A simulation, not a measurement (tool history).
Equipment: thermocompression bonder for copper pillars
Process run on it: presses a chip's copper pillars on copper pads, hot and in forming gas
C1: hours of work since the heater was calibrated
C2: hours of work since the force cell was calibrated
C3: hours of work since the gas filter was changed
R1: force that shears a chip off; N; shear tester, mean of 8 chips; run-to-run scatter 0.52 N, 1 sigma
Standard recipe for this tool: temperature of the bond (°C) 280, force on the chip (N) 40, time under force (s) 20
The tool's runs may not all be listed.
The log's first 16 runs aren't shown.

-- hour=1055.6 forming gas filter changed
run 17 hour=1062.8 | temperature_of_the_bond_(°C)=280 force_on_the_chip_(N)=35 time_under_force_(s)=20 | C1=112 C2=1135 C3=5 | R1=48.2
run 18 hour=1104.4 | temperature_of_the_bond_(°C)=280 force_on_the_chip_(N)=35 time_under_force_(s)=20 | C1=139 C2=1162 C3=32 | R1=48.3
-- hour=1142.1 force cell calibrated
run 19 hour=1187.0 | temperature_of_the_bond_(°C)=280 force_on_the_chip_(N)=40 time_under_force_(s)=20 | C1=191 C2=29 C3=84 | R1=48.3
run 20 hour=1243.7 | temperature_of_the_bond_(°C)=272 force_on_the_chip_(N)=33 time_under_force_(s)=14 | C1=228 C2=66 C3=121 | R1=32.7
run 21 hour=1296.7 | temperature_of_the_bond_(°C)=265 force_on_the_chip_(N)=58 time_under_force_(s)=24 | C1=262 C2=100 C3=155 | R1=59.0
run 22 hour=1366.8 | temperature_of_the_bond_(°C)=293 force_on_the_chip_(N)=48 time_under_force_(s)=51 | C1=308 C2=146 C3=201 | R1=77.4
run 23 hour=1449.5 | temperature_of_the_bond_(°C)=280 force_on_the_chip_(N)=53 time_under_force_(s)=20 | C1=361 C2=199 C3=254 | R1=59.3
-- hour=1467.3 forming gas filter changed
run 24 hour=1529.9 | temperature_of_the_bond_(°C)=297 force_on_the_chip_(N)=33 time_under_force_(s)=21 | C1=413 C2=251 C3=40 | R1=49.8
run 25 hour=1616.0 | temperature_of_the_bond_(°C)=309 force_on_the_chip_(N)=27 time_under_force_(s)=34 | C1=469 C2=307 C3=96 | R1=55.9
run 26 hour=1687.0 | temperature_of_the_bond_(°C)=309 force_on_the_chip_(N)=27 time_under_force_(s)=34 | C1=515 C2=353 C3=142 | R1=55.5
run 27 hour=1761.4 | temperature_of_the_bond_(°C)=259 force_on_the_chip_(N)=27 time_under_force_(s)=34 | C1=563 C2=401 C3=190 | R1=31.1
run 28 hour=1801.4 | temperature_of_the_bond_(°C)=308 force_on_the_chip_(N)=50 time_under_force_(s)=20 | C1=589 C2=427 C3=216 | R1=69.8
run 29 hour=1862.6 | temperature_of_the_bond_(°C)=308 force_on_the_chip_(N)=50 time_under_force_(s)=20 | C1=628 C2=466 C3=256 | R1=69.4
-- hour=1882.9 forming gas filter changed
run 30 hour=1916.4 | temperature_of_the_bond_(°C)=297 force_on_the_chip_(N)=28 time_under_force_(s)=20 | C1=663 C2=501 C3=22 | R1=42.1
run 31 hour=1961.8 | temperature_of_the_bond_(°C)=253 force_on_the_chip_(N)=58 time_under_force_(s)=42 | C1=692 C2=530 C3=51 | R1=60.3
run 32 hour=2016.1 | temperature_of_the_bond_(°C)=306 force_on_the_chip_(N)=37 time_under_force_(s)=42 | C1=728 C2=565 C3=86 | R1=70.8
run 33 hour=2102.8 | temperature_of_the_bond_(°C)=306 force_on_the_chip_(N)=37 time_under_force_(s)=42 | C1=784 C2=622 C3=142 | R1=69.5
run 34 hour=2183.0 | temperature_of_the_bond_(°C)=306 force_on_the_chip_(N)=37 time_under_force_(s)=42 | C1=836 C2=674 C3=194 | R1=69.3
run 35 hour=2270.3 | temperature_of_the_bond_(°C)=280 force_on_the_chip_(N)=31 time_under_force_(s)=35 | C1=892 C2=730 C3=251 | R1=45.0
-- hour=2294.5 forming gas filter changed
run 36 hour=2359.7 | temperature_of_the_bond_(°C)=299 force_on_the_chip_(N)=28 time_under_force_(s)=13 | C1=950 C2=788 C3=42 | R1=35.9
run 37 hour=2411.2 | temperature_of_the_bond_(°C)=299 force_on_the_chip_(N)=28 time_under_force_(s)=16 | C1=983 C2=821 C3=76 | R1=37.9
run 38 hour=2471.5 | temperature_of_the_bond_(°C)=287 force_on_the_chip_(N)=30 time_under_force_(s)=11 | C1=1022 C2=860 C3=115 | R1=31.3

Each row is a separate what-if for the run after 38, all from the same tool condition, not one after another. Results?
-- hour=2510.6 heater calibrated with a thermocouple chip
run A hour=2565.7 | temperature_of_the_bond_(°C)=273 force_on_the_chip_(N)=28 time_under_force_(s)=39 | C1=36 C2=920 C3=174 | R1=?
-- hour=2510.6 heater calibrated with a thermocouple chip
run B hour=2565.7 | temperature_of_the_bond_(°C)=296 force_on_the_chip_(N)=38 time_under_force_(s)=20 | C1=36 C2=920 C3=174 | R1=?
-- hour=2510.6 heater calibrated with a thermocouple chip
run C hour=2565.7 | temperature_of_the_bond_(°C)=259 force_on_the_chip_(N)=30 time_under_force_(s)=43 | C1=36 C2=920 C3=174 | R1=?

run=A R1=44.8
run=B R1=56.8
run=C R1=42.3
Had the tool no hidden state, the same runs would have come out as:
run=A R1=43.9
run=B R1=55.9
run=C R1=41.5
